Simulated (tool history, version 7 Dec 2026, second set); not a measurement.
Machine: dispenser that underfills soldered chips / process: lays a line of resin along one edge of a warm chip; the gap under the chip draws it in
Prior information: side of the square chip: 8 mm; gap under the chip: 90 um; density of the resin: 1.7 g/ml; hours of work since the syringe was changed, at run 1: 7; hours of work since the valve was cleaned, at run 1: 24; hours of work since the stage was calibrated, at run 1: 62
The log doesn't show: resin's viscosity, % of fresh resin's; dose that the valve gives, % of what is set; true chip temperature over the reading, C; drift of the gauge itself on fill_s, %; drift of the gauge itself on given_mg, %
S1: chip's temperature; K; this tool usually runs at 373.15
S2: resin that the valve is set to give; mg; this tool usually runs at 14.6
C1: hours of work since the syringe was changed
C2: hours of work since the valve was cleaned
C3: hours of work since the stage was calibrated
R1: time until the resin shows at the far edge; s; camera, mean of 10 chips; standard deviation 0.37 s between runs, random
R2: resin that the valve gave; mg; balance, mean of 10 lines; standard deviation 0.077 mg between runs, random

run	hour	S1	S2	C1	C2	C3	R1	R2
1	0.0	373.15	14.6	7	24	62	38.0	14.24
# hour 1.8: new syringe of resin
2	4.7	373.15	14.6	2	27	66	25.0	14.25
3	8.4	373.15	14.6	5	30	68	30.4	14.15
4	12.5	373.15	14.6	8	33	71	36.6	14.06
# hour 14.2: new syringe of resin
5	15.8	373.15	14.6	1	35	73	23.8	14.04
6	18.8	373.15	14.6	3	37	75	27.6	14.01
7	22.3	373.15	14.6	6	40	78	33.5	13.88
# hour 26.8: new syringe of resin
8	27.1	373.15	14.6	0	43	81	21.7	14.11
9	30.8	373.15	14.6	3	45	84	27.1	14.13
10	34.3	373.15	14.6	5	48	86	32.6	14.14
# hour 39.1: new syringe of resin
11	39.1	375.15	18.3	0	51	89	19.4	17.53
12	41.0	386.15	18.9	1	52	91	14.4	18.04
13	43.9	363.15	17.8	3	54	93	39.7	16.98
14	47.2	376.15	14.3	6	57	95	29.6	13.45
15	50.9	376.15	14.3	8	59	98	36.5	13.64
# hour 51.7: new syringe of resin
16	54.6	368.15	14.6	2	62	100	29.4	13.78
17	57.6	380.15	14.7	4	64	102	22.2	13.86
18	62.1	380.15	14.7	7	67	105	27.7	13.94
# hour 63.9: new syringe of resin
19	65.7	363.15	13.7	1	69	108	35.9	12.87
20	68.0	379.15	13.1	3	71	109	22.2	12.29

What if the next run were any one of these 5? Each begins from the tool's condition after run 20:
A	72.7	366.15	13.1	6	74	113	?	?
B	72.7	365.15	13.1	6	74	113	?	?
C	72.7	375.15	14.4	6	74	113	?	?
D	72.7	359.15	17.1	6	74	113	?	?
E	72.7	373.15	12.8	6	74	113	?	?

run	R1	R2
A	47.0	12.28
B	48.7	12.08
C	31.5	13.52
D	59.5	15.92
E	35.8	11.96
Had the tool no hidden state, the same runs would have come out as:
run	R1	R2
A	29.7	13.16
B	30.6	12.95
C	20.0	14.49
D	38.1	17.06
E	22.3	12.82

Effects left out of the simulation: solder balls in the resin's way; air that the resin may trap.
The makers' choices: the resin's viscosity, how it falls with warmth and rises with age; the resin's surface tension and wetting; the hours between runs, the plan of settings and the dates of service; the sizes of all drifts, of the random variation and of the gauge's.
